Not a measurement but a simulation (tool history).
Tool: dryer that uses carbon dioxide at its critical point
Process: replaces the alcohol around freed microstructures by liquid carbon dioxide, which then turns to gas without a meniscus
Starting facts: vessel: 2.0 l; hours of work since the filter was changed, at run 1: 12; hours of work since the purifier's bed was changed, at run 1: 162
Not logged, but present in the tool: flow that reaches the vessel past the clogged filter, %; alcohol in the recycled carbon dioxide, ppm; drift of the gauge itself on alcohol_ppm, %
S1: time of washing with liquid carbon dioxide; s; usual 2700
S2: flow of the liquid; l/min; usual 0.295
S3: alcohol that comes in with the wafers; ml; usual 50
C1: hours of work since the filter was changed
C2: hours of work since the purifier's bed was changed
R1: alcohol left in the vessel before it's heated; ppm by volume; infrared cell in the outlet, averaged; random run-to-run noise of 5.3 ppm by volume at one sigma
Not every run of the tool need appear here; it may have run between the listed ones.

run	day	S1	S2	S3	C1	C2	R1
1	0.000	2700	0.295	50	12	162	163
2	0.425	2700	0.295	50	16	166	177
3	0.812	2700	0.295	50	19	169	177
4	1.067	2700	0.295	50	21	171	178
5	1.462	2700	0.295	50	24	174	179
6	1.846	2700	0.295	50	27	177	170
7	2.258	2700	0.295	50	31	181	162
8	2.667	2700	0.295	50	34	184	190
9	3.050	2700	0.295	50	37	187	176
10	3.262	2700	0.295	50	39	189	190
11	3.512	2700	0.271	50	41	191	263
12	3.783	2460	0.295	50	43	193	252
13	4.275	2460	0.295	50	47	197	256
14	4.783	2700	0.295	50	52	202	187
15	5.038	2700	0.295	23	54	204	116
16	5.421	2700	0.295	23	57	207	121
17	5.704	2700	0.295	33	59	209	152
18	6.050	2700	0.295	33	62	212	138
19	6.571	2700	0.295	33	66	216	141
20	6.950	2700	0.261	33	70	220	228
21	7.204	2700	0.295	26	72	222	134
22	7.542	2700	0.295	50	74	225	196
23	7.767	1680	0.295	50	76	226	1080
24	8.204	1680	0.295	50	80	230	1037
25	8.442	2160	0.259	44	82	232	645
26	8.883	2160	0.259	44	86	236	659
27	9.308	2160	0.259	44	89	239	656
28	9.808	2160	0.259	44	93	243	664
29	10.312	4320	0.271	50	97	247	77
30	10.596	4320	0.271	50	100	250	76
31	11.038	1740	0.295	50	103	253	945
32	11.538	4020	0.295	103	108	258	105
33	11.962	3780	0.457	50	111	261	73
34	12.217	1860	0.254	61	113	263	1549
35	12.492	1860	0.254	61	115	266	1519
36	12.750	3840	0.415	36	118	268	70
37	13.142	3840	0.415	36	121	271	74
38	13.504	2100	0.237	30	124	274	678
39	13.975	1980	0.295	50	128	278	652
40	14.233	1980	0.298	78	130	280	932
41	14.538	2700	0.353	33	132	282	108
42	14.746	2700	0.353	33	134	284	107
43	15.050	3840	0.498	43	137	287	78
44	15.388	2340	0.309	43	139	289	285
45	15.717	1620	0.392	31	142	292	327
46	16.162	2280	0.339	96	146	296	409

The logged runs with the hidden state left out (each run's random variation unchanged):
run	R1
1	116
2	128
3	127
4	127
5	129
6	117
7	109
8	133
9	119
10	132
11	198
12	188
13	189
14	123
15	57
16	61
17	88
18	76
19	77
20	154
21	69
22	122
23	938
24	897
25	531
26	540
27	534
28	536
29	14
30	10
31	789
32	34
33	7
34	1327
35	1297
36	1
37	5
38	537
39	501
40	735
41	29
42	28
43	5
44	176
45	209
46	265
